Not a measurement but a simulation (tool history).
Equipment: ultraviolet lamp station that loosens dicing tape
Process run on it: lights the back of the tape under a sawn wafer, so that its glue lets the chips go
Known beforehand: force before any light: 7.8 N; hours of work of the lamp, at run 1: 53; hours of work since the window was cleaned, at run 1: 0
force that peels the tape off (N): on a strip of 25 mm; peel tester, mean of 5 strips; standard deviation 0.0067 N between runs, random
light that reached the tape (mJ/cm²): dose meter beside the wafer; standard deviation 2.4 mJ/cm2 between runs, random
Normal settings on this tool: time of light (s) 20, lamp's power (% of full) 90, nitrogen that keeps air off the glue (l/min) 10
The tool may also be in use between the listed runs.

run    hour  time of light (s)  lamp's power (% of full)  nitrogen that keeps air off the glue (l/min)  hours of work of the lamp  hours of work since the window was cleaned  force that peels the tape off (N)  light that reached the tape (mJ/cm²)
  1     0.0                 20                        90                                            10                         53                                           0                              0.227                                   249
  2    87.2                 20                        90                                            10                        114                                          61                              0.231                                   249
  3   173.8                 20                        90                                            10                        174                                         121                              0.233                                   248
  4   225.7                 20                        90                                            10                        210                                         157                              0.217                                   252
  5   290.3                 20                        90                                            10                        255                                         202                              0.231                                   249
  6   348.4                 20                        90                                            10                        296                                         243                              0.221                                   246
  7   421.5                 20                        90                                            10                        347                                         294                              0.226                                   243
  8   491.1                 20                        90                                            10                        395                                         342                              0.231                                   249
  9   556.4                 20                        90                                            10                        441                                         388                              0.230                                   248
      620.6  -- window cleaned of glue's vapour
 10   637.6                 20                        90                                            10                        497                                          12                              0.227                                   248
 11   724.9                 20                        90                                            10                        558                                          73                              0.229                                   250
 12   784.7                 12                        90                                            10                        600                                         114                              0.763                                   150
 13   824.7                 20                        90                                            10                        628                                         142                              0.225                                   253
 14   885.6                 20                        90                                            10                        670                                         185                              0.226                                   249
 15   923.3                 20                        90                                            10                        696                                         211                              0.217                                   253
 16   978.7                 20                        90                                            10                        735                                         250                              0.223                                   249
 17  1029.1                 20                        90                                            10                        770                                         285                              0.228                                   253
 18  1082.8                 20                        90                                             7                        808                                         322                              0.302                                   251
 19  1140.8                 20                        61                                            10                        848                                         363                              0.571                                   170
 20  1220.2                 20                        61                                            10                        903                                         418                              0.550                                   166
     1239.2  -- window cleaned of glue's vapour
 21  1286.0                 20                        90                                             8                        949                                          33                              0.256                                   249
 22  1351.9                 20                        94                                            10                        995                                          79                              0.200                                   264
 23  1396.0                 20                        97                                             6                       1026                                         109                              0.298                                   268
 24  1445.2                 20                        97                                             6                       1060                                         144                              0.298                                   268
 25  1524.0                 20                        97                                             6                       1115                                         199                              0.286                                   272
 26  1578.4                 25                        91                                            15                       1153                                         237                              0.110                                   317
 27  1650.1                 25                        91                                            15                       1203                                         286                              0.116                                   312
 28  1696.9                 13                        91                                            15                       1235                                         319                              0.438                                   158
 29  1767.2                 20                        83                                            10                       1284                                         368                              0.269                                   231
 30  1823.1                 20                        83                                            10                       1323                                         407                              0.282                                   228
     1857.8  -- window cleaned of glue's vapour
 31  1885.3                 17                        81                                            10                       1366                                          19                              0.414                                   190
 32  1922.8                 24                        77                                            10                       1393                                          45                              0.217                                   259
 33  1961.6                 20                        90                                             4                       1420                                          72                              0.516                                   251
 34  2033.8                 14                        80                                            10                       1470                                         123                              0.694                                   157
 35  2105.4                 32                        89                                            10                       1520                                         173                              0.098                                   390
 36  2153.7                 17                        73                                             7                       1554                                         206                              0.728                                   169
 37  2205.9                 17                        73                                             7                       1590                                         243                              0.711                                   169
     2233.6  -- lamp changed
 38  2278.2                 17                        73                                             7                         31                                         292                              0.747                                   171
 39  2351.8                 35                        78                                             3                         82                                         344                              0.261                                   375
 40  2433.4                 11                        90                                            10                        139                                         401                              0.905                                   138
     2482.5  -- window cleaned of glue's vapour
 41  2486.8                 11                        90                                            10                        176                                           3                              0.885                                   138
 42  2560.2                 11                        90                                            10                        227                                          54                              0.909                                   137
 43  2598.6                 16                        67                                            10                        254                                          81                              0.773                                   147
 44  2683.8                 25                        63                                            10                        314                                         140                              0.318                                   218

What if the next run were any one of these 3? Each begins from the tool's condition after run 44:
  A  2757.0                 25                        86                                            10                        365                                         191                                  ?                                     ?
  B  2757.0                 12                        90                                            18                        365                                         191                                  ?                                     ?
  C  2757.0                 22                        91                                             3                        365                                         191                                  ?                                     ?

run  force that peels the tape off (N)  light that reached the tape (mJ/cm²)
  A                              0.151                                   299
  B                              0.495                                   148
  C                              0.523                                   272
What these runs would have given with no unlogged condition in the tool:
run  force that peels the tape off (N)  light that reached the tape (mJ/cm²)
  A                              0.150                                   299
  B                              0.494                                   148
  C                              0.522                                   273

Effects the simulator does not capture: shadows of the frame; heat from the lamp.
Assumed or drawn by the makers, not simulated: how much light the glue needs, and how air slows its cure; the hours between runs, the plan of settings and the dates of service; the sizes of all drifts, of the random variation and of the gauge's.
